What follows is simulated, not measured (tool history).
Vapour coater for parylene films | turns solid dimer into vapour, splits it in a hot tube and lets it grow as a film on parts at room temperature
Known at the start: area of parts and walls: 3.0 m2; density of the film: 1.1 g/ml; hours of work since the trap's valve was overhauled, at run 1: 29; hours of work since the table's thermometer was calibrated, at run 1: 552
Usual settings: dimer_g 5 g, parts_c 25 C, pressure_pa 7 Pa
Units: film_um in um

run	hour	dimer_g	parts_c	pressure_pa	hours of work since the trap's valve was overhauled	hours of work since the table's thermometer was calibrated	film_um
1	0	5	25	7	29	552	1.074
2	14.7	5	25	7	39	562	1.082
3	28.5	5	25	7	49	572	1.068
4	40.9	5	25	7	58	581	1.067
5	57.2	5	25	7	69	592	1.081
6	66.3	5	25	7	76	599	1.069
7	81.2	5	25	7	86	609	1.071
8	90.3	5	25	7	93	616	1.069
9	109.3	5	25	7	106	629	1.072
10	126.8	5	22	7	119	642	1.139
11	138.4	5	25	7	127	650	1.068
12	152.4	5	20	7	137	660	1.169
13	165.2	5	25	9.03	146	669	0.994
14	185.2	5	25	9.03	160	683	0.993
15	198.5	5	25	9.03	170	693	0.998
16	216.3	5	27	7	182	705	1.024
17	229.5	5	31	7	192	715	0.932
18	247.5	5	31	7	205	727	0.929
19	257.6	5	25	7	212	735	1.049
# hour 262.4: gauge calibrated
20	276.6	5	25	7	225	748	1.071
21	290.9	5	25	7	235	758	1.074
22	307.9	5	25	7	247	770	1.069
23	326.7	5	25	7	261	784	1.067
24	346.9	4	25	2.15	275	798	1.133
25	363.9	3	24	6.86	287	810	0.669
26	382.8	3	24	6.86	301	823	0.643
27	397.3	3	26	2.89	311	834	0.769
# hour 409.9: trap's valve overhauled
28	410.5	3	35	3.85	0	840	0.602
29	424.2	3	33	3.85	10	850	0.617
30	438.5	8	18	2.51	20	860	2.339
31	456.6	8	18	2.51	33	873	2.319
32	470.4	8	18	2.51	43	883	2.322
33	478.9	8	18	2.51	49	889	2.333
34	499.2	8	18	2.51	63	903	2.328
35	508.3	5	29	7	70	910	0.973
36	523.5	5	25	7	81	920	1.047
37	539.8	5	25	7	92	932	1.05
38	560.2	5	17	8.13	107	947	1.193
# hour 569.3: gauge calibrated
39	574.4	5	17	8.13	117	957	1.22
40	582.8	4	22	4.43	123	963	1.014
41	597.1	2	36	2.66	133	973	0.425
42	612.3	3	36	9.42	144	984	0.477
43	621.8	3	36	9.42	150	990	0.488
44	632.7	4	24	4.1	158	998	0.994
45	649.1	4	25	7	170	1010	0.863
46	669.4	3	18	2.7	184	1024	0.886

Hidden state or all else? Some run-to-run changes of film_um, split into what the settings, what came in and random variation would give without the hidden state, and what is left for the hidden state (with any gauge scatter that isn't in both results):
The hidden state here: vapour lost through the trap's worn valve, %; true temperature of the parts over the reading, C; drift of the gauge itself on film_um, %.
Run 29 -> 30: dimer_g 3 -> 8, parts_c 33 -> 18, pressure_pa 3.85 -> 2.51. film_um +1.722 um: hidden state -0.03, all else +1.752.
Run 34 -> 35: dimer_g 8 -> 5, parts_c 18 -> 29, pressure_pa 2.51 -> 7. film_um -1.355 um: hidden state +0.031, all else -1.386.
Run 38 -> 39: gauge calibrated. film_um +0.027 um: hidden state +0.033, all else -0.006.
Run 40 -> 41: dimer_g 4 -> 2, parts_c 22 -> 36, pressure_pa 4.43 -> 2.66. film_um -0.589 um: hidden state +0.001, all else -0.59.

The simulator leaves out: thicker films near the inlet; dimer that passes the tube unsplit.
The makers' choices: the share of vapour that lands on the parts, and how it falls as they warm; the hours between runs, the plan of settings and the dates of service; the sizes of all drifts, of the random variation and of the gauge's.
